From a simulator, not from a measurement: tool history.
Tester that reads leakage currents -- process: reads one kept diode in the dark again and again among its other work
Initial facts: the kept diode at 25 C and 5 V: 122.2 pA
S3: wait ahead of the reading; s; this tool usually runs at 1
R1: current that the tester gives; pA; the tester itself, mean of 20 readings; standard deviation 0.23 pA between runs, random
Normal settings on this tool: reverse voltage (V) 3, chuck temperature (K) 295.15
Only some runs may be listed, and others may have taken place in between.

run 1 day=0 | reverse_voltage_(V)=3 chuck_temperature_(K)=295.15 S3=1 | R1=76.61
run 2 day=9.412 | reverse_voltage_(V)=3 chuck_temperature_(K)=295.15 S3=1 | R1=76.52
run 3 day=20.262 | reverse_voltage_(V)=3 chuck_temperature_(K)=295.15 S3=1 | R1=76.78
run 4 day=28.279 | reverse_voltage_(V)=4.89 chuck_temperature_(K)=295.15 S3=1 | R1=96.4
run 5 day=35.825 | reverse_voltage_(V)=3 chuck_temperature_(K)=311.15 S3=1 | R1=302.35
run 6 day=40.571 | reverse_voltage_(V)=3 chuck_temperature_(K)=327.15 S3=1 | R1=1110.94
-- day=43.775 probe card cleaned and baked
run 7 day=52.171 | reverse_voltage_(V)=3.09 chuck_temperature_(K)=295.15 S3=1 | R1=68.91
run 8 day=57.008 | reverse_voltage_(V)=3.09 chuck_temperature_(K)=295.15 S3=1 | R1=69.25
run 9 day=64.692 | reverse_voltage_(V)=3.09 chuck_temperature_(K)=295.15 S3=1 | R1=69.57
run 10 day=72.738 | reverse_voltage_(V)=3 chuck_temperature_(K)=295.15 S3=1 | R1=67.79
run 11 day=81.492 | reverse_voltage_(V)=3 chuck_temperature_(K)=295.15 S3=1.7 | R1=67.77
run 12 day=92.675 | reverse_voltage_(V)=3 chuck_temperature_(K)=295.15 S3=1 | R1=68.03
run 13 day=99.712 | reverse_voltage_(V)=3 chuck_temperature_(K)=295.15 S3=1 | R1=67.96
run 14 day=110.304 | reverse_voltage_(V)=3 chuck_temperature_(K)=295.15 S3=1 | R1=67.81
-- day=111.696 chuck's temperature calibrated
run 15 day=115.758 | reverse_voltage_(V)=3 chuck_temperature_(K)=295.15 S3=1 | R1=64.95
run 16 day=123.625 | reverse_voltage_(V)=3 chuck_temperature_(K)=295.15 S3=1 | R1=64.84
run 17 day=134.412 | reverse_voltage_(V)=3 chuck_temperature_(K)=295.15 S3=1 | R1=64.73
run 18 day=143.475 | reverse_voltage_(V)=3 chuck_temperature_(K)=295.15 S3=1 | R1=64.57
run 19 day=152.325 | reverse_voltage_(V)=3 chuck_temperature_(K)=295.15 S3=1 | R1=64.88
run 20 day=157.533 | reverse_voltage_(V)=3 chuck_temperature_(K)=295.15 S3=1 | R1=64.73
run 21 day=163.754 | reverse_voltage_(V)=5.31 chuck_temperature_(K)=331.15 S3=5.73 | R1=1654.99
run 22 day=171.421 | reverse_voltage_(V)=1.34 chuck_temperature_(K)=295.15 S3=0.9 | R1=44.32
run 23 day=177.05 | reverse_voltage_(V)=3 chuck_temperature_(K)=301.15 S3=2.89 | R1=107.41
-- day=180.108 chuck's temperature calibrated, once more
-- day=185.458 probe card cleaned and baked
run 24 day=188.892 | reverse_voltage_(V)=3 chuck_temperature_(K)=305.15 S3=0.86 | R1=183.53
run 25 day=197.279 | reverse_voltage_(V)=16.45 chuck_temperature_(K)=312.15 S3=1.57 | R1=671.52
run 26 day=208.446 | reverse_voltage_(V)=16.45 chuck_temperature_(K)=312.15 S3=1.57 | R1=670.34
-- day=215.55 tester calibrated
run 27 day=218.654 | reverse_voltage_(V)=9.77 chuck_temperature_(K)=296.15 S3=1.57 | R1=135.93
run 28 day=230.133 | reverse_voltage_(V)=9.77 chuck_temperature_(K)=296.15 S3=1.57 | R1=135.91
run 29 day=239.4 | reverse_voltage_(V)=3.07 chuck_temperature_(K)=307.15 S3=0.48 | R1=220.46
run 30 day=246.7 | reverse_voltage_(V)=3 chuck_temperature_(K)=323.15 S3=0.77 | R1=825.63
run 31 day=254.583 | reverse_voltage_(V)=3 chuck_temperature_(K)=323.15 S3=0.77 | R1=821.11
run 32 day=263.467 | reverse_voltage_(V)=3 chuck_temperature_(K)=323.15 S3=0.77 | R1=813.41
run 33 day=272.554 | reverse_voltage_(V)=4.83 chuck_temperature_(K)=309.15 S3=1 | R1=308.1
run 34 day=278.65 | reverse_voltage_(V)=3.22 chuck_temperature_(K)=309.15 S3=0.54 | R1=259.69
run 35 day=287.225 | reverse_voltage_(V)=18.59 chuck_temperature_(K)=302.15 S3=1.08 | R1=312.15
run 36 day=292.471 | reverse_voltage_(V)=7.11 chuck_temperature_(K)=302.15 S3=1.06 | R1=199.94
run 37 day=297.588 | reverse_voltage_(V)=7.11 chuck_temperature_(K)=302.15 S3=1.06 | R1=198.98
run 38 day=302.35 | reverse_voltage_(V)=7.11 chuck_temperature_(K)=302.15 S3=1.06 | R1=198.67
run 39 day=313.579 | reverse_voltage_(V)=7.11 chuck_temperature_(K)=302.15 S3=1.06 | R1=198.96

Below are 4 alternative next runs, each starting from the tool's condition after run 39. Predict each:
run A day=321.5 | reverse_voltage_(V)=12.22 chuck_temperature_(K)=295.15 S3=7.01 | R1=?
run B day=321.5 | reverse_voltage_(V)=1.08 chuck_temperature_(K)=295.15 S3=1 | R1=?
run C day=321.5 | reverse_voltage_(V)=19.86 chuck_temperature_(K)=302.15 S3=4.32 | R1=?
run D day=321.5 | reverse_voltage_(V)=7.11 chuck_temperature_(K)=297.15 S3=1.06 | R1=?

run=A R1=147.59
run=B R1=45.71
run=C R1=324.27
run=D R1=130.94
With the hidden condition removed and each run's random variation left untouched, the same runs would have given:
run=A R1=133.05
run=B R1=49.34
run=C R1=311.49
run=D R1=129.05
